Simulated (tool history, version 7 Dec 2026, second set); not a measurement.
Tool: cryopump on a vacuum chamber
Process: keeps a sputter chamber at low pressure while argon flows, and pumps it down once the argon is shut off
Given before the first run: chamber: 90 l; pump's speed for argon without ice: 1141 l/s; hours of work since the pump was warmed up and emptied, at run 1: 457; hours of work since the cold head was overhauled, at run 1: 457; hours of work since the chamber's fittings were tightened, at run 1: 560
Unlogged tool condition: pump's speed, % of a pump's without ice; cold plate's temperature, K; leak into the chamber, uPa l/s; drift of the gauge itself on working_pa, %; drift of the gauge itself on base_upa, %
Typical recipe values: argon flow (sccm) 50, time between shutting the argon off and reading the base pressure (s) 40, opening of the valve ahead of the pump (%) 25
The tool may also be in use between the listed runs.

run,hour,argon flow (sccm),time between shutting the argon off and reading the base pressure (s),opening of the valve ahead of the pump (%),hours of work since the pump was warmed up and emptied,hours of work since the cold head was overhauled,hours of work since the chamber's fittings were tightened,pressure while argon flows (Pa),pressure after the wait (uPa)
1,0.0,50,40,25,457,457,560,0.3097,3.36
2,41.4,50,40,25,489,489,593,0.3120,3.50
3,84.8,50,40,25,524,524,627,0.3112,3.47
4,124.9,73,40,25,555,555,659,0.4568,3.56
5,152.1,50,40,25,577,577,680,0.3157,3.66
6,191.8,50,40,55,608,608,711,0.1537,3.65
7,233.1,50,40,25,640,640,744,0.3169,3.64
8,275.1,53,40,25,674,674,777,0.3381,3.81
9,304.0,89,40,25,696,696,800,0.5684,3.73
10,329.7,89,79,25,716,716,820,0.5675,2.38
11,373.6,25,79,25,751,751,855,0.1608,2.41
12,404.0,25,79,25,775,775,879,0.1602,2.46
13,435.7,25,79,25,800,800,904,0.1618,2.41
14,472.2,25,79,25,829,829,932,0.1611,2.49
15,516.9,25,79,25,864,864,968,0.1617,2.58
16,551.8,25,79,25,891,891,995,0.1637,2.51
17,599.9,37,79,25,929,929,1033,0.2430,2.64
18,628.5,37,79,25,952,952,1055,0.2430,2.62
19,659.9,69,79,51,977,977,1080,0.2502,2.73
20,700.7,69,79,51,1009,1009,1112,0.2528,2.68
21,743.2,36,21,33,1042,1042,1146,0.1885,6.49
# hour 756.0: pump warmed up, emptied and cooled again
22,786.8,22,59,19,24,1073,1176,0.1725,2.77
23,832.1,74,40,30,60,1108,1212,0.3726,3.81
24,853.1,74,40,30,76,1125,1228,0.3716,3.78
25,886.0,48,120,48,102,1151,1254,0.1526,1.86
26,906.6,21,40,25,119,1167,1270,0.1249,3.86
27,942.6,21,40,40,147,1195,1299,0.0793,3.87
28,982.8,21,40,40,179,1227,1330,0.0803,3.81
29,1022.6,34,161,55,210,1258,1362,0.0954,1.81
30,1050.4,58,78,17,232,1280,1384,0.5120,2.58
31,1083.2,58,75,17,258,1306,1410,0.5127,2.71
32,1109.3,58,75,17,278,1327,1430,0.5133,2.72
33,1132.5,74,75,17,296,1345,1448,0.6586,2.64

Measured result minus the same run's result without the hidden state. Both carry the same run-to-run variation, though not necessarily the same gauge scatter:
run,pressure while argon flows (Pa),pressure after the wait (uPa)
1,+0.0133,+0.41
2,+0.0146,+0.45
3,+0.0157,+0.47
4,+0.0245,+0.51
5,+0.0179,+0.54
6,+0.0189,+0.56
7,+0.0202,+0.59
8,+0.0230,+0.65
9,+0.0399,+0.66
10,+0.0413,+0.68
11,+0.0124,+0.73
12,+0.0129,+0.76
13,+0.0135,+0.77
14,+0.0140,+0.81
15,+0.0148,+0.87
16,+0.0155,+0.88
17,+0.0245,+0.94
18,+0.0252,+0.97
19,+0.0493,+1.03
20,+0.0516,+1.04
21,+0.0282,+1.08
22,+0.0008,+0.67
23,+0.0044,+0.72
24,+0.0050,+0.72
25,+0.0039,+0.72
26,+0.0019,+0.77
27,+0.0022,+0.80
28,+0.0025,+0.80
29,+0.0047,+0.87
30,+0.0088,+0.88
31,+0.0096,+0.92
32,+0.0103,+0.94
33,+0.0140,+0.93
